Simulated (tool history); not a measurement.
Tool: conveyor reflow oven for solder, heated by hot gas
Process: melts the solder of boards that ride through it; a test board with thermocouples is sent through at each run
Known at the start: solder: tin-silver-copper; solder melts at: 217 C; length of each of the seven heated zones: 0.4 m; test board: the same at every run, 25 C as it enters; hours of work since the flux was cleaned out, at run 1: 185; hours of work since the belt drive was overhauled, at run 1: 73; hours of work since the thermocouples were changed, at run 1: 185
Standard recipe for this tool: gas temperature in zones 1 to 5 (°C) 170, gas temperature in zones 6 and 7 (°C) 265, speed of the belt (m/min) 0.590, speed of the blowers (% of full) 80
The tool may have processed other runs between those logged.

run,day,gas temperature in zones 1 to 5 (°C),gas temperature in zones 6 and 7 (°C),speed of the belt (m/min),speed of the blowers (% of full),hours of work since the flux was cleaned out,hours of work since the belt drive was overhauled,hours of work since the thermocouples were changed,highest temperature of the board (°C),time above the solder's melting point (s)
1,0.000,170,265,0.590,80,185,73,185,256.0,64.2
2,1.700,170,265,0.590,80,208,96,208,255.9,63.8
# day 3.167: flux residue cleaned out of gas plates and filters
3,5.917,170,265,0.590,80,37,149,262,256.9,65.4
4,8.221,170,265,0.590,80,67,180,292,257.4,64.8
5,11.221,170,265,0.590,80,107,220,332,256.7,65.9
6,14.517,170,265,0.590,80,151,264,376,256.5,65.4
7,18.454,170,265,0.590,80,204,317,429,256.7,65.0
# day 20.404: flux residue cleaned out of gas plates and filters
8,20.788,170,265,0.590,80,5,345,457,258.2,66.3
9,22.729,170,273,0.590,80,31,371,483,265.5,69.7
10,25.875,170,273,0.590,80,73,413,525,265.2,70.4
11,28.312,170,273,0.590,80,105,445,558,265.1,69.7
12,30.171,170,273,0.590,80,130,470,582,265.5,69.8
13,33.062,170,273,0.590,80,169,509,621,264.4,69.6
14,35.375,170,265,0.590,80,200,539,652,257.2,65.4
# day 37.617: flux residue cleaned out of gas plates and filters
15,38.229,170,265,0.590,80,8,575,687,259.0,66.5
16,40.692,170,265,0.590,80,41,608,720,258.3,66.6
17,43.692,170,265,0.590,80,81,648,760,257.8,66.6
# day 44.121: belt drive overhauled, speed set with a stopwatch
18,46.975,181,260,0.590,75,123,38,801,254.0,68.1
19,48.854,181,260,0.590,75,148,63,826,253.7,68.2
20,52.512,181,260,0.695,82,196,112,875,250.6,55.5
# day 53.433: belt drive overhauled, speed set with a stopwatch, once more
# day 55.238: flux residue cleaned out of gas plates and filters
21,55.412,155,278,0.626,85,2,24,909,269.3,63.7
22,57.542,170,265,0.590,81,31,52,937,259.2,66.6
23,59.517,170,265,0.590,81,57,78,964,258.5,66.9
24,62.488,170,264,0.590,89,97,118,1003,258.8,66.8
25,65.308,162,264,0.590,62,134,156,1041,253.0,58.6
26,68.575,162,264,0.590,62,178,199,1085,252.5,58.2
27,71.454,170,263,0.562,51,216,238,1123,251.9,62.6
# day 72.354: flux residue cleaned out of gas plates and filters
28,74.267,175,265,0.627,80,26,272,1158,259.0,63.2
29,76.700,169,265,0.627,74,58,305,1190,256.1,59.6
30,79.146,170,265,0.590,57,91,337,1223,255.2,62.5

Here are 3 independent what-if runs from the current tool condition. What would each one return?
A,80.896,170,260,0.590,51,114,361,1246,?,?
B,80.896,170,265,0.471,80,114,361,1246,?,?
C,80.896,170,264,0.590,80,114,361,1246,?,?

run,highest temperature of the board (°C),time above the solder's melting point (s)
A,248.0,55.9
B,262.9,88.7
C,258.4,66.1
Take away the tool's hidden state, keep each run's random variation, and the runs would have read:
run,highest temperature of the board (°C),time above the solder's melting point (s)
A,245.5,53.5
B,260.1,86.7
C,256.0,64.4
